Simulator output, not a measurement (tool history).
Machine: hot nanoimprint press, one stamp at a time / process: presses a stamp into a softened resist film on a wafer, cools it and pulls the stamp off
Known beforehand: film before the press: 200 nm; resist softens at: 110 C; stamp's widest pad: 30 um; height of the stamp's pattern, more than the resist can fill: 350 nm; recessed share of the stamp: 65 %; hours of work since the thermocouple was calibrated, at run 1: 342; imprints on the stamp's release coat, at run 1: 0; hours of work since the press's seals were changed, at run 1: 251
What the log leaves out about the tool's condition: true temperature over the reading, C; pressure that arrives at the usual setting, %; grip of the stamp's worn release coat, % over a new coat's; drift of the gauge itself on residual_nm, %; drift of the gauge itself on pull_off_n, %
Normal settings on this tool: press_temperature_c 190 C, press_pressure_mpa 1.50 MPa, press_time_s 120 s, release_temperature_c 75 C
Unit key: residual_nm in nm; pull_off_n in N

| run | hour | press_temperature_c | press_pressure_mpa | press_time_s | release_temperature_c | hours of work since the thermocouple was calibrated | imprints on the stamp's release coat | hours of work since the press's seals were changed | residual_nm | pull_off_n |
|---|---|---|---|---|---|---|---|---|---|---|
| 1 | 0.0 | 190 | 1.50 | 120 | 75 | 342 | 0 | 251 | 85.4 | 150 |
| 2 | 25.3 | 190 | 1.50 | 120 | 75 | 357 | 112 | 266 | 85.2 | 150 |
| 3 | 50.2 | 190 | 1.50 | 120 | 75 | 372 | 222 | 281 | 85.1 | 154 |
| 4 | 104.2 | 190 | 1.50 | 120 | 75 | 404 | 460 | 313 | 85.6 | 159 |
|  | 131.3 | plate thermocouple calibrated |
| 5 | 149.2 | 190 | 1.15 | 120 | 75 | 11 | 646 | 338 | 97.7 | 169 |
| 6 | 179.4 | 190 | 1.50 | 214 | 75 | 29 | 779 | 356 | 69.0 | 172 |
| 7 | 208.0 | 190 | 2.23 | 120 | 75 | 46 | 905 | 373 | 72.7 | 175 |
| 8 | 231.8 | 178 | 1.50 | 120 | 75 | 60 | 1010 | 387 | 147.7 | 183 |
| 9 | 284.8 | 190 | 1.50 | 120 | 75 | 91 | 1244 | 419 | 88.8 | 192 |
| 10 | 316.4 | 190 | 1.50 | 120 | 75 | 110 | 1383 | 437 | 90.7 | 200 |
| 11 | 367.3 | 190 | 1.50 | 120 | 75 | 140 | 1608 | 468 | 90.4 | 201 |
| 12 | 417.7 | 190 | 1.50 | 120 | 75 | 170 | 1830 | 498 | 89.6 | 213 |
|  | 467.6 | plate thermocouple calibrated, once more |
| 13 | 471.1 | 190 | 1.50 | 120 | 75 | 2 | 2053 | 528 | 80.7 | 199 |
| 14 | 525.4 | 190 | 1.50 | 120 | 75 | 34 | 2292 | 560 | 80.9 | 204 |
|  | 534.5 | stamp cleaned and given a new release coat |
| 15 | 587.1 | 192 | 1.50 | 120 | 75 | 68 | 232 | 593 | 74.4 | 151 |
| 16 | 641.3 | 195 | 1.50 | 116 | 75 | 100 | 471 | 625 | 64.4 | 157 |
| 17 | 674.3 | 196 | 1.45 | 120 | 64 | 119 | 617 | 645 | 63.0 | 218 |
| 18 | 699.8 | 199 | 1.19 | 120 | 68 | 135 | 729 | 660 | 60.5 | 195 |
| 19 | 743.4 | 199 | 1.19 | 120 | 68 | 161 | 922 | 686 | 59.6 | 211 |
| 20 | 767.6 | 186 | 1.19 | 80 | 68 | 175 | 1029 | 700 | 126.2 | 207 |
| 21 | 814.6 | 183 | 1.50 | 82 | 75 | 203 | 1236 | 728 | 130.7 | 173 |
| 22 | 865.0 | 183 | 1.84 | 186 | 75 | 233 | 1459 | 758 | 92.4 | 190 |
| 23 | 904.3 | 181 | 1.15 | 86 | 81 | 256 | 1632 | 782 | 151.7 | 164 |
| 24 | 944.5 | 191 | 1.50 | 183 | 75 | 280 | 1809 | 806 | 67.6 | 193 |
| 25 | 969.1 | 191 | 1.75 | 208 | 78 | 295 | 1918 | 820 | 60.3 | 187 |
| 26 | 1015.4 | 186 | 2.16 | 71 | 78 | 322 | 2122 | 848 | 106.6 | 191 |
|  | 1064.1 | stamp cleaned and given a new release coat |
| 27 | 1076.9 | 198 | 2.16 | 100 | 67 | 355 | 56 | 881 | 52.8 | 187 |
| 28 | 1124.2 | 198 | 2.16 | 100 | 67 | 383 | 265 | 909 | 53.3 | 190 |
| 29 | 1153.8 | 189 | 1.84 | 120 | 75 | 401 | 395 | 927 | 83.0 | 159 |

Each row is a separate what-if for the run after 29, all from the same tool condition, not one after another. Results?
| A | 1181.8 | 189 | 1.84 | 161 | 75 | 418 | 519 | 943 | ? | ? |
| B | 1181.8 | 194 | 1.37 | 120 | 75 | 418 | 519 | 943 | ? | ? |
| C | 1181.8 | 187 | 1.84 | 113 | 75 | 418 | 519 | 943 | ? | ? |
| D | 1181.8 | 190 | 1.93 | 72 | 73 | 418 | 519 | 943 | ? | ? |

| run | residual_nm | pull_off_n |
|---|---|---|
| A | 74.2 | 165 |
| B | 73.9 | 166 |
| C | 93.5 | 166 |
| D | 93.6 | 169 |
With the hidden condition removed and each run's random variation left untouched, the same runs would have given:
| run | residual_nm | pull_off_n |
|---|---|---|
| A | 68.1 | 145 |
| B | 68.3 | 146 |
| C | 86.2 | 146 |
| D | 86.6 | 149 |
